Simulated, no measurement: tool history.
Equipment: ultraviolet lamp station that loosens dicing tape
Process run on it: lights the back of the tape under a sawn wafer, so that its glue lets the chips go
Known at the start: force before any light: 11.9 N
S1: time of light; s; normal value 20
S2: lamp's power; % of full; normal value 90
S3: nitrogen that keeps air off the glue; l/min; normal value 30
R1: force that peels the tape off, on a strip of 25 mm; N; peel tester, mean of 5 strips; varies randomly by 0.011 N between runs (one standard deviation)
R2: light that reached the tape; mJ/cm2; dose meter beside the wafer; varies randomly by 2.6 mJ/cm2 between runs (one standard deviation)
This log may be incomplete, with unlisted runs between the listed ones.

{"run": 1, "hour": 0.0, "S1": 20, "S2": 90, "S3": 30, "R1": 0.804, "R2": 249}
{"run": 2, "hour": 43.3, "S1": 34, "S2": 90, "S3": 30, "R1": 0.298, "R2": 417}
{"run": 3, "hour": 76.5, "S1": 20, "S2": 90, "S3": 30, "R1": 0.878, "R2": 242}
{"run": 4, "hour": 114.2, "S1": 20, "S2": 90, "S3": 30, "R1": 0.919, "R2": 242}
{"run": 5, "hour": 147.0, "S1": 20, "S2": 90, "S3": 30, "R1": 0.948, "R2": 234}
{"run": 6, "hour": 170.7, "S1": 20, "S2": 90, "S3": 30, "R1": 0.935, "R2": 230}
{"run": 7, "hour": 210.6, "S1": 36, "S2": 90, "S3": 40, "R1": 0.28, "R2": 406}
{"run": 8, "hour": 254.9, "S1": 21, "S2": 70, "S3": 43, "R1": 1.343, "R2": 185}
{"run": 9, "hour": 288.4, "S1": 20, "S2": 90, "S3": 22, "R1": 1.271, "R2": 220}
{"run": 10, "hour": 314.5, "S1": 18, "S2": 73, "S3": 15, "R1": 2.789, "R2": 158}
{"run": 11, "hour": 351.0, "S1": 16, "S2": 84, "S3": 15, "R1": 2.746, "R2": 159}
{"run": 12, "hour": 391.4, "S1": 16, "S2": 84, "S3": 15, "R1": 2.757, "R2": 156}

Hidden state or all else? Some run-to-run changes of R1, split into what the settings, what came in and random variation would give without the hidden state, and what is left for the hidden state (with any gauge scatter that isn't in both results):
The tool's hidden condition here consists of: lamp's light, % of a new lamp's; light that the window lets through, % of a clean one's; drift of the gauge itself on peel_n, %; drift of the gauge itself on dose_mj_cm2, %.
Run 7 -> 8: S1 36 -> 21, S2 90 -> 70, S3 40 -> 43. R1 +1.063 N: hidden state +0.658, all else +0.405.
Run 9 -> 10: S1 20 -> 18, S2 90 -> 73, S3 22 -> 15. R1 +1.518 N: hidden state +0.610, all else +0.908.
